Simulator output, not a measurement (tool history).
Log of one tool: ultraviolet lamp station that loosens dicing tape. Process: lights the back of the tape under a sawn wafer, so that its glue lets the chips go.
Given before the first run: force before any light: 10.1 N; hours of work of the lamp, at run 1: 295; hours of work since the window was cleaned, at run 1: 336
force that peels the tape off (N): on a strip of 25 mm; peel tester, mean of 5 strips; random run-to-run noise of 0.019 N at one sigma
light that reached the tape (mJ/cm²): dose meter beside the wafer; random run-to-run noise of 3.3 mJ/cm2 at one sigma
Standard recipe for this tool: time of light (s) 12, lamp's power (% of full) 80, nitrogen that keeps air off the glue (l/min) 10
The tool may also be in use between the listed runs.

| run | day | time of light (s) | lamp's power (% of full) | nitrogen that keeps air off the glue (l/min) | hours of work of the lamp | hours of work since the window was cleaned | force that peels the tape off (N) | light that reached the tape (mJ/cm²) |
|---|---|---|---|---|---|---|---|---|
| 1 | 0 | 12 | 80 | 10 | 295 | 336 | 1.202 | 447 |
| 2 | 0.446 | 12 | 86 | 10 | 302 | 342 | 1.017 | 482 |
| 3 | 1.012 | 12 | 86 | 10 | 310 | 350 | 1.005 | 483 |
| 4 | 1.717 | 23 | 80 | 10 | 320 | 360 | 0.361 | 854 |
| 5 | 2.775 | 12 | 80 | 10 | 335 | 375 | 1.263 | 442 |
| 6 | 3.788 | 12 | 80 | 10 | 349 | 390 | 1.296 | 439 |
| 7 | 4.642 | 12 | 80 | 10 | 361 | 402 | 1.248 | 440 |
| 8 | 5.221 | 12 | 85 | 10 | 370 | 410 | 1.154 | 462 |
| 9 | 5.962 | 12 | 85 | 10 | 380 | 421 | 1.156 | 465 |
| 10 | 6.442 | 12 | 99 | 10 | 387 | 428 | 0.87 | 539 |
| 11 | 7.096 | 12 | 99 | 10 | 396 | 437 | 0.82 | 523 |
|  | 7.212 | window cleaned of glue's vapour |
| 12 | 7.742 | 12 | 80 | 10 | 405 | 7 | 1.271 | 430 |
| 13 | 8.558 | 12 | 80 | 7 | 417 | 19 | 1.623 | 419 |
| 14 | 9.425 | 12 | 80 | 5 | 429 | 31 | 1.933 | 422 |
| 15 | 9.975 | 12 | 80 | 15 | 437 | 39 | 1.065 | 416 |
| 16 | 10.754 | 10 | 80 | 10 | 448 | 50 | 1.889 | 348 |
| 17 | 11.504 | 10 | 80 | 10 | 459 | 61 | 1.899 | 344 |
| 18 | 12.554 | 12 | 80 | 10 | 474 | 76 | 1.376 | 415 |
| 19 | 13.112 | 12 | 80 | 10 | 482 | 84 | 1.407 | 411 |
|  | 13.588 | window cleaned of glue's vapour, once more |
| 20 | 13.933 | 12 | 80 | 10 | 493 | 5 | 1.234 | 443 |
| 21 | 14.867 | 13 | 94 | 3 | 506 | 18 | 1.678 | 551 |
| 22 | 15.467 | 13 | 83 | 5 | 515 | 27 | 1.473 | 487 |
| 23 | 16.371 | 13 | 80 | 10 | 528 | 40 | 1.116 | 465 |
| 24 | 16.842 | 7 | 68 | 19 | 534 | 46 | 2.992 | 216 |
| 25 | 17.429 | 7 | 68 | 19 | 543 | 55 | 2.95 | 210 |
| 26 | 18.429 | 7 | 61 | 10 | 557 | 69 | 3.925 | 191 |
| 27 | 19.108 | 7 | 61 | 10 | 567 | 79 | 3.988 | 190 |
| 28 | 20.017 | 11 | 75 | 10 | 580 | 91 | 1.81 | 364 |
| 29 | 20.996 | 6 | 60 | 9 | 594 | 105 | 4.706 | 156 |
| 30 | 21.725 | 12 | 84 | 3 | 604 | 116 | 2.542 | 428 |
| 31 | 22.433 | 12 | 64 | 10 | 614 | 126 | 2.001 | 333 |
| 32 | 23.433 | 9 | 64 | 10 | 628 | 140 | 2.959 | 248 |
| 33 | 24.358 | 18 | 64 | 15 | 641 | 153 | 0.842 | 489 |
| 34 | 24.925 | 19 | 84 | 4 | 649 | 161 | 0.952 | 679 |
| 35 | 25.575 | 22 | 85 | 4 | 659 | 171 | 0.713 | 792 |
| 36 | 26.017 | 12 | 80 | 12 | 665 | 177 | 1.306 | 407 |
| 37 | 26.908 | 9 | 65 | 11 | 678 | 190 | 2.996 | 246 |
| 38 | 27.396 | 10 | 63 | 10 | 685 | 196 | 2.76 | 260 |
| 39 | 28.008 | 10 | 63 | 10 | 693 | 205 | 2.71 | 263 |

For some of the steps in force that peels the tape off (N) from one run to the next: how much would appear even if the tool had no hidden state, given the settings, what came in and random variation, and how much remains for the hidden state plus any gauge scatter that the measured result and the result without hidden state don't share?
The tool's hidden condition here consists of: lamp's light, % of a new lamp's; light that the window lets through, % of a clean one's; drift of the gauge itself on peel_n, %; drift of the gauge itself on dose_mj_cm2, %.
Run 23 -> 24: time of light (s) 13 -> 7, lamp's power (% of full) 80 -> 68, nitrogen that keeps air off the glue (l/min) 10 -> 19. force that peels the tape off (N) +1.876: hidden state +0.292, all else +1.584.
Run 27 -> 28: time of light (s) 7 -> 11, lamp's power (% of full) 61 -> 75. force that peels the tape off (N) -2.178: hidden state -0.177, all else -2.001.
Run 28 -> 29: time of light (s) 11 -> 6, lamp's power (% of full) 75 -> 60, nitrogen that keeps air off the glue (l/min) 10 -> 9. force that peels the tape off (N) +2.896: hidden state +0.209, all else +2.687.
Run 29 -> 30: time of light (s) 6 -> 12, lamp's power (% of full) 60 -> 84, nitrogen that keeps air off the glue (l/min) 9 -> 3. force that peels the tape off (N) -2.164: hidden state -0.046, all else -2.118.
Run 32 -> 33: time of light (s) 9 -> 18, nitrogen that keeps air off the glue (l/min) 10 -> 15. force that peels the tape off (N) -2.117: hidden state -0.44, all else -1.677.
Run 36 -> 37: time of light (s) 12 -> 9, lamp's power (% of full) 80 -> 65, nitrogen that keeps air off the glue (l/min) 12 -> 11. force that peels the tape off (N) +1.69: hidden state +0.355, all else +1.335.
